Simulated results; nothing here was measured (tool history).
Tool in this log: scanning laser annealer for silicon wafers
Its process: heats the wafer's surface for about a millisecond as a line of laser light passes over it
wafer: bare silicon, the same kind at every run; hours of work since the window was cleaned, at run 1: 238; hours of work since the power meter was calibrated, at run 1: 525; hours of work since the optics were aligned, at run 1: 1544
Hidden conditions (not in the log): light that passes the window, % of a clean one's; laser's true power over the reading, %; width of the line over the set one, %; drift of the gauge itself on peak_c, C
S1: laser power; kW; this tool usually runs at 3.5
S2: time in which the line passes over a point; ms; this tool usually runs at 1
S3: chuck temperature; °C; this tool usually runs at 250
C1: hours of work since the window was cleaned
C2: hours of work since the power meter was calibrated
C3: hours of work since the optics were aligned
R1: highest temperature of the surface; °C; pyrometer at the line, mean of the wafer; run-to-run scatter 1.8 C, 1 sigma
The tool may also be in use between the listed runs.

run     day     S1    S2   S3   C1    C2    C3    R1
  1       0    3.5     1  250  238   525  1544   998
  2   1.983    3.5     1  250  271   557  1576   999
  3     4.8    3.5     1  250  316   603  1622   993
  4   6.854  3.395     1  250  350   636  1655   960
  5   9.033    3.5     1  250  385   672  1690   983
  6  10.675    3.5     1  250  412   698  1717   980
         12  -- window over the wafer cleaned
  7  13.654    3.5     1  250   27   745  1764  1022
  8  15.771    3.5  0.97  250   61   779  1798  1002
  9  18.421    3.5  0.97  250  104   822  1841   999
 10  21.517  3.025  0.92  289  154   873  1892   889
 11  24.062  3.025  0.92  289  196   914  1933   882
 12  25.683    3.5  1.06  250  222   940  1959  1025
 13  27.058  3.009  1.11  282  244   963  1981   937
      27.65  -- optics aligned, line set to its width
 14  28.575  3.189  1.11  282  265   984    15  1003
 15  30.617   3.68     1  285  299  1017    48  1093
 16  32.321  3.529     1  227  326  1045    76   990
 17  34.796  3.529     1  227  366  1085   116   986
 18   36.65  3.529     1  227  396  1115   146   983

Predict each of these 3 candidate next runs independently; none follows another, all start after run 18:
  A  37.975    3.5  0.82  273  418  1136  167   ?
  B  37.975  3.066  0.75  270  418  1136  167   ?
  C  37.975  3.529  1.02  274  418  1136  167   ?

run    R1
  A   937
  B   804
  C  1035
Had the tool no hidden state, the same runs would have come out as:
run    R1
  A   979
  B   838
  C  1084

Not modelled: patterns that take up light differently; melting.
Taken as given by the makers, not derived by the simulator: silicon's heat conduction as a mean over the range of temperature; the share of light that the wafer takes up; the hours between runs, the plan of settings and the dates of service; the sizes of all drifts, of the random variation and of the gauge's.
